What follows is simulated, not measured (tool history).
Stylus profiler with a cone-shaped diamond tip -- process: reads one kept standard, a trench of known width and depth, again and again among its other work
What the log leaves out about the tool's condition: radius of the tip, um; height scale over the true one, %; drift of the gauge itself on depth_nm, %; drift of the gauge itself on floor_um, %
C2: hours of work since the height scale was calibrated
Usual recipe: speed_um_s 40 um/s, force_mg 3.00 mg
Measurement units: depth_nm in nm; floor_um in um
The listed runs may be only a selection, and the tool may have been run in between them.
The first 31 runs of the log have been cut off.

{"run": 32, "day": 39.408, "speed_um_s": 11, "force_mg": 1.54, "scans with this tip": 9126, "C2": 1150, "depth_nm": 1004.43, "floor_um": 44.71}
{"run": 33, "day": 40.983, "speed_um_s": 17, "force_mg": 2.63, "scans with this tip": 9328, "C2": 1175, "depth_nm": 1008.97, "floor_um": 44.7}
{"run": 34, "day": 42.617, "speed_um_s": 14, "force_mg": 1.14, "scans with this tip": 9538, "C2": 1202, "depth_nm": 1002.92, "floor_um": 44.63}
{"run": 35, "day": 44.454, "speed_um_s": 40, "force_mg": 5.81, "scans with this tip": 9774, "C2": 1231, "depth_nm": 1017.85, "floor_um": 44.55}
{"run": 36, "day": 45.646, "speed_um_s": 40, "force_mg": 4.08, "scans with this tip": 9926, "C2": 1251, "depth_nm": 1012.59, "floor_um": 44.62}
{"run": 37, "day": 47.575, "speed_um_s": 30, "force_mg": 1.82, "scans with this tip": 10174, "C2": 1282, "depth_nm": 1005.06, "floor_um": 44.53}
{"run": 38, "day": 48.442, "speed_um_s": 49, "force_mg": 4.75, "scans with this tip": 10286, "C2": 1296, "depth_nm": 1014.42, "floor_um": 44.57}
{"run": 39, "day": 49.796, "speed_um_s": 40, "force_mg": 2.91, "scans with this tip": 10459, "C2": 1318, "depth_nm": 1008.71, "floor_um": 44.5}
{"run": 40, "day": 50.683, "speed_um_s": 40, "force_mg": 8.34, "scans with this tip": 10573, "C2": 1332, "depth_nm": 1023.86, "floor_um": 44.49}
{"run": 41, "day": 51.996, "speed_um_s": 40, "force_mg": 8.1, "scans with this tip": 10742, "C2": 1353, "depth_nm": 1022.73, "floor_um": 44.55}
{"run": 42, "day": 53.404, "speed_um_s": 78, "force_mg": 1.28, "scans with this tip": 10923, "C2": 1376, "depth_nm": 1002.5, "floor_um": 44.18}
{"run": 43, "day": 54.842, "speed_um_s": 107, "force_mg": 1.28, "scans with this tip": 11107, "C2": 1399, "depth_nm": 1002.86, "floor_um": 43.96}
{"run": 44, "day": 55.683, "speed_um_s": 13, "force_mg": 4.98, "scans with this tip": 11215, "C2": 1413, "depth_nm": 1014.69, "floor_um": 44.61}
{"run": 45, "day": 57.521, "speed_um_s": 13, "force_mg": 4.98, "scans with this tip": 11451, "C2": 1443, "depth_nm": 1014.43, "floor_um": 44.55}
{"run": 46, "day": 58.375, "speed_um_s": 26, "force_mg": 1.03, "scans with this tip": 11561, "C2": 1456, "depth_nm": 1001.34, "floor_um": 44.4}

Branching from run 46: 3 alternative next runs. What would each branch give?
{"run": "A", "day": 59.392, "speed_um_s": 46, "force_mg": 6.44, "scans with this tip": 11692, "C2": 1473, "depth_nm": "?", "floor_um": "?"}
{"run": "B", "day": 59.392, "speed_um_s": 10, "force_mg": 3.84, "scans with this tip": 11692, "C2": 1473, "depth_nm": "?", "floor_um": "?"}
{"run": "C", "day": 59.392, "speed_um_s": 77, "force_mg": 4.83, "scans with this tip": 11692, "C2": 1473, "depth_nm": "?", "floor_um": "?"}

run=A depth_nm=1018.38 floor_um=44.43
run=B depth_nm=1011.08 floor_um=44.51
run=C depth_nm=1013.99 floor_um=44.29
With no hidden state in the tool, these same runs would have given:
run=A depth_nm=1024.24 floor_um=45.93
run=B depth_nm=1016.90 floor_um=46.01
run=C depth_nm=1019.82 floor_um=45.79
